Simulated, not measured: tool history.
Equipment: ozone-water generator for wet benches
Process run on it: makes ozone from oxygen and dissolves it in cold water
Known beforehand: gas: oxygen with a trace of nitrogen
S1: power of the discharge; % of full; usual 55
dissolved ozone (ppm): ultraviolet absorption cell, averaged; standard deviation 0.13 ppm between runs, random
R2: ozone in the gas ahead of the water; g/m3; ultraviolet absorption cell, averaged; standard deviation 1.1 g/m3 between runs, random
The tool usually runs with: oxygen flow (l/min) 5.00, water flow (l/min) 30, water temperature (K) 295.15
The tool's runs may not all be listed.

{"run": 1, "hour": 0.0, "S1": 55, "oxygen flow (l/min)": 5.0, "water flow (l/min)": 30, "water temperature (K)": 295.15, "dissolved ozone (ppm)": 13.6, "R2": 196.1}
{"run": 2, "hour": 72.2, "S1": 55, "oxygen flow (l/min)": 5.0, "water flow (l/min)": 30, "water temperature (K)": 295.15, "dissolved ozone (ppm)": 13.5, "R2": 195.7}
{"run": 3, "hour": 115.2, "S1": 76, "oxygen flow (l/min)": 5.0, "water flow (l/min)": 30, "water temperature (K)": 295.15, "dissolved ozone (ppm)": 17.9, "R2": 255.3}
{"run": 4, "hour": 200.9, "S1": 50, "oxygen flow (l/min)": 5.0, "water flow (l/min)": 30, "water temperature (K)": 295.15, "dissolved ozone (ppm)": 12.5, "R2": 179.9}
{"run": 5, "hour": 270.3, "S1": 55, "oxygen flow (l/min)": 5.0, "water flow (l/min)": 30, "water temperature (K)": 295.15, "dissolved ozone (ppm)": 13.4, "R2": 194.6}
{"run": 6, "hour": 348.3, "S1": 55, "oxygen flow (l/min)": 5.0, "water flow (l/min)": 30, "water temperature (K)": 295.15, "dissolved ozone (ppm)": 13.4, "R2": 194.8}
{"run": 7, "hour": 433.0, "S1": 70, "oxygen flow (l/min)": 3.48, "water flow (l/min)": 29, "water temperature (K)": 295.15, "dissolved ozone (ppm)": 16.4, "R2": 291.7}
{"run": 8, "hour": 503.4, "S1": 55, "oxygen flow (l/min)": 6.77, "water flow (l/min)": 30, "water temperature (K)": 295.15, "dissolved ozone (ppm)": 13.6, "R2": 163.5}
{"run": 9, "hour": 552.3, "S1": 55, "oxygen flow (l/min)": 4.11, "water flow (l/min)": 30, "water temperature (K)": 299.15, "dissolved ozone (ppm)": 12.6, "R2": 219.3}
{"run": 10, "hour": 610.8, "S1": 45, "oxygen flow (l/min)": 5.22, "water flow (l/min)": 28, "water temperature (K)": 288.15, "dissolved ozone (ppm)": 13.2, "R2": 158.0}
{"run": 11, "hour": 695.6, "S1": 64, "oxygen flow (l/min)": 5.0, "water flow (l/min)": 30, "water temperature (K)": 289.15, "dissolved ozone (ppm)": 16.1, "R2": 221.1}
{"run": 12, "hour": 751.0, "S1": 64, "oxygen flow (l/min)": 5.0, "water flow (l/min)": 30, "water temperature (K)": 289.15, "dissolved ozone (ppm)": 16.6, "R2": 219.9}

Predict each of these 3 candidate next runs independently; none follows another, all start after run 12:
{"run": "A", "hour": 818.5, "S1": 42, "oxygen flow (l/min)": 5.1, "water flow (l/min)": 37, "water temperature (K)": 295.15, "dissolved ozone (ppm)": "?", "R2": "?"}
{"run": "B", "hour": 818.5, "S1": 64, "oxygen flow (l/min)": 7.14, "water flow (l/min)": 23, "water temperature (K)": 289.15, "dissolved ozone (ppm)": "?", "R2": "?"}
{"run": "C", "hour": 818.5, "S1": 60, "oxygen flow (l/min)": 5.0, "water flow (l/min)": 44, "water temperature (K)": 298.15, "dissolved ozone (ppm)": "?", "R2": "?"}

run=A dissolved_ozone_(ppm)=9.0 R2=151.7
run=B dissolved_ozone_(ppm)=20.3 R2=179.2
run=C dissolved_ozone_(ppm)=10.1 R2=207.9
With no hidden state in the tool, these same runs would have given:
run=A dissolved_ozone_(ppm)=9.0 R2=153.9
run=B dissolved_ozone_(ppm)=20.3 R2=181.7
run=C dissolved_ozone_(ppm)=10.1 R2=210.8
